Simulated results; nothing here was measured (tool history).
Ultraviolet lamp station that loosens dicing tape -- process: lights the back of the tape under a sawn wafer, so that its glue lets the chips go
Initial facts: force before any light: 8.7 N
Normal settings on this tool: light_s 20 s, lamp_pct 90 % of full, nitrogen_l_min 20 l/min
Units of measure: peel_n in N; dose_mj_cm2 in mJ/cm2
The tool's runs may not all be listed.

Run 1, hour 0: usual settings. Result: peel_n 0.949 N, dose_mj_cm2 256 mJ/cm2.
Run 2, hour 4.9: usual settings but nitrogen_l_min 21 l/min. Result: peel_n 0.884 N, dose_mj_cm2 257 mJ/cm2.
Run 3, hour 9.1: usual settings. Result: peel_n 0.937 N, dose_mj_cm2 256 mJ/cm2.
Run 4, hour 15.2: usual settings but lamp_pct 80 % of full. Result: peel_n 1.175 N, dose_mj_cm2 226 mJ/cm2.
Run 5, hour 20.3: usual settings but lamp_pct 80 % of full. Result: peel_n 1.179 N, dose_mj_cm2 226 mJ/cm2.
Run 6, hour 27.1: usual settings but lamp_pct 80 % of full. Result: peel_n 1.139 N, dose_mj_cm2 224 mJ/cm2.
Run 7, hour 35.4: usual settings but lamp_pct 80 % of full. Result: peel_n 1.127 N, dose_mj_cm2 222 mJ/cm2.
Run 8, hour 40.8: usual settings but lamp_pct 80 % of full. Result: peel_n 1.203 N, dose_mj_cm2 222 mJ/cm2.
Run 9, hour 47.3: usual settings but lamp_pct 80 % of full. Result: peel_n 1.194 N, dose_mj_cm2 224 mJ/cm2.
Run 10, hour 54.8: usual settings but lamp_pct 80 % of full. Result: peel_n 1.191 N, dose_mj_cm2 225 mJ/cm2.
Run 11, hour 62.4: usual settings but lamp_pct 80 % of full, nitrogen_l_min 10 l/min. Result: peel_n 1.773 N, dose_mj_cm2 219 mJ/cm2.
Run 12, hour 68.9: usual settings but light_s 16 s, lamp_pct 80 % of full, nitrogen_l_min 10 l/min. Result: peel_n 2.42 N, dose_mj_cm2 179 mJ/cm2.
Run 13, hour 77.1: usual settings but light_s 16 s, lamp_pct 80 % of full, nitrogen_l_min 10 l/min. Result: peel_n 2.377 N, dose_mj_cm2 178 mJ/cm2.
Run 14, hour 84.7: usual settings but nitrogen_l_min 7 l/min. Result: peel_n 1.81 N, dose_mj_cm2 250 mJ/cm2.
Run 15, hour 88.8: usual settings but nitrogen_l_min 7 l/min. Result: peel_n 1.767 N, dose_mj_cm2 250 mJ/cm2.
Run 16, hour 96.2: usual settings but nitrogen_l_min 37 l/min. Result: peel_n 0.716 N, dose_mj_cm2 250 mJ/cm2.
Run 17, hour 104.1: usual settings but nitrogen_l_min 14 l/min. Result: peel_n 1.179 N, dose_mj_cm2 246 mJ/cm2.
Run 18, hour 109.9: usual settings but lamp_pct 75 % of full. Result: peel_n 1.44 N, dose_mj_cm2 205 mJ/cm2.
Run 19, hour 116.1: usual settings but lamp_pct 75 % of full. Result: peel_n 1.367 N, dose_mj_cm2 203 mJ/cm2.
Run 20, hour 120.7: usual settings but lamp_pct 75 % of full. Result: peel_n 1.413 N, dose_mj_cm2 204 mJ/cm2.
Run 21, hour 129.1: usual settings. Result: peel_n 0.972 N, dose_mj_cm2 246 mJ/cm2.
Run 22, hour 138.2: usual settings. Result: peel_n 0.98 N, dose_mj_cm2 241 mJ/cm2.
Run 23, hour 147.3: usual settings but light_s 12 s. Result: peel_n 2.272 N, dose_mj_cm2 145 mJ/cm2.
Run 24, hour 152.5: usual settings but light_s 10 s. Result: peel_n 2.786 N, dose_mj_cm2 121 mJ/cm2.
Run 25, hour 158.9: usual settings but light_s 38 s, lamp_pct 73 % of full. Result: peel_n 0.438 N, dose_mj_cm2 373 mJ/cm2.
Run 26, hour 164.6: usual settings but light_s 38 s, lamp_pct 80 % of full, nitrogen_l_min 31 l/min. Result: peel_n 0.308 N, dose_mj_cm2 410 mJ/cm2.
Run 27, hour 172.3: usual settings but light_s 38 s, lamp_pct 80 % of full, nitrogen_l_min 31 l/min. Result: peel_n 0.297 N, dose_mj_cm2 407 mJ/cm2.
Run 28, hour 177.8: usual settings but light_s 38 s, lamp_pct 80 % of full, nitrogen_l_min 31 l/min. Result: peel_n 0.288 N, dose_mj_cm2 406 mJ/cm2.
Run 29, hour 183.7: usual settings but light_s 38 s, lamp_pct 80 % of full, nitrogen_l_min 31 l/min. Result: peel_n 0.304 N, dose_mj_cm2 406 mJ/cm2.
Run 30, hour 191.8: usual settings but light_s 38 s, lamp_pct 80 % of full, nitrogen_l_min 31 l/min. Result: peel_n 0.298 N, dose_mj_cm2 405 mJ/cm2.
Run 31, hour 196: usual settings but light_s 13 s, lamp_pct 73 % of full, nitrogen_l_min 28 l/min. Result: peel_n 2.444 N, dose_mj_cm2 127 mJ/cm2.
Run 32, hour 203.8: usual settings but light_s 27 s, lamp_pct 69 % of full, nitrogen_l_min 10 l/min. Result: peel_n 1.451 N, dose_mj_cm2 245 mJ/cm2.
Run 33, hour 207.8: usual settings but light_s 27 s, lamp_pct 69 % of full, nitrogen_l_min 10 l/min. Result: peel_n 1.464 N, dose_mj_cm2 249 mJ/cm2.
Run 34, hour 216.8: usual settings but light_s 27 s, lamp_pct 69 % of full, nitrogen_l_min 10 l/min. Result: peel_n 1.496 N, dose_mj_cm2 248 mJ/cm2.
Run 35, hour 222.2: usual settings but lamp_pct 62 % of full. Result: peel_n 1.973 N, dose_mj_cm2 166 mJ/cm2.
Run 36, hour 228: usual settings but lamp_pct 77 % of full. Result: peel_n 1.41 N, dose_mj_cm2 205 mJ/cm2.
Run 37, hour 236.6: usual settings but lamp_pct 65 % of full, nitrogen_l_min 10 l/min. Result: peel_n 2.469 N, dose_mj_cm2 173 mJ/cm2.
Run 38, hour 243.6: usual settings but lamp_pct 65 % of full, nitrogen_l_min 10 l/min. Result: peel_n 2.413 N, dose_mj_cm2 175 mJ/cm2.
Run 39, hour 249.8: usual settings but light_s 26 s, lamp_pct 92 % of full, nitrogen_l_min 24 l/min. Result: peel_n 0.541 N, dose_mj_cm2 311 mJ/cm2.
Run 40, hour 257.4: usual settings but light_s 33 s, lamp_pct 81 % of full, nitrogen_l_min 17 l/min. Result: peel_n 0.545 N, dose_mj_cm2 350 mJ/cm2.
Run 41, hour 265.6: usual settings but light_s 33 s, lamp_pct 81 % of full, nitrogen_l_min 17 l/min. Result: peel_n 0.537 N, dose_mj_cm2 340 mJ/cm2.
Run 42, hour 270.2: usual settings but lamp_pct 92 % of full, nitrogen_l_min 12 l/min. Result: peel_n 1.346 N, dose_mj_cm2 238 mJ/cm2.
Run 43, hour 275.8: usual settings but light_s 21 s, nitrogen_l_min 16 l/min. Result: peel_n 1.198 N, dose_mj_cm2 244 mJ/cm2.

Measured minus without-hidden-state, run by run (identical run-to-run variation in each term; gauge scatter may differ):
Hidden state present: lamp's light, % of a new lamp's; light that the window lets through, % of a clean one's; drift of the gauge itself on peel_n, %; drift of the gauge itself on dose_mj_cm2, %.
run  peel_n  dose_mj_cm2
  1  +0.097          -14
  2  +0.093          -15
  3    +0.1          -15
  4  +0.123          -14
  5  +0.125          -15
  6  +0.125          -15
  7   +0.13          -15
  8  +0.139          -15
  9  +0.143          -16
 10  +0.147          -16
 11  +0.192          -17
 12  +0.225          -14
 13  +0.228          -15
 14  +0.212          -21
 15  +0.211          -22
 16  +0.114          -22
 17  +0.174          -23
 18  +0.207          -19
 19  +0.201          -19
 20   +0.21          -19
 21  +0.164          -24
 22   +0.17          -25
 23  +0.288          -16
 24  +0.307          -13
 25  +0.078          -41
 26  +0.042          -46
 27  +0.041          -47
 28  +0.041          -48
 29  +0.043          -49
 30  +0.044          -49
 31   +0.34          -15
 32  +0.268          -32
 33  +0.272          -32
 34  +0.285          -32
 35  +0.334          -22
 36  +0.281          -28
 37  +0.375          -24
 38  +0.373          -24
 39  +0.128          -45
 40   +0.13          -51
 41  +0.132          -51
 42  +0.297          -36
 43  +0.282          -38
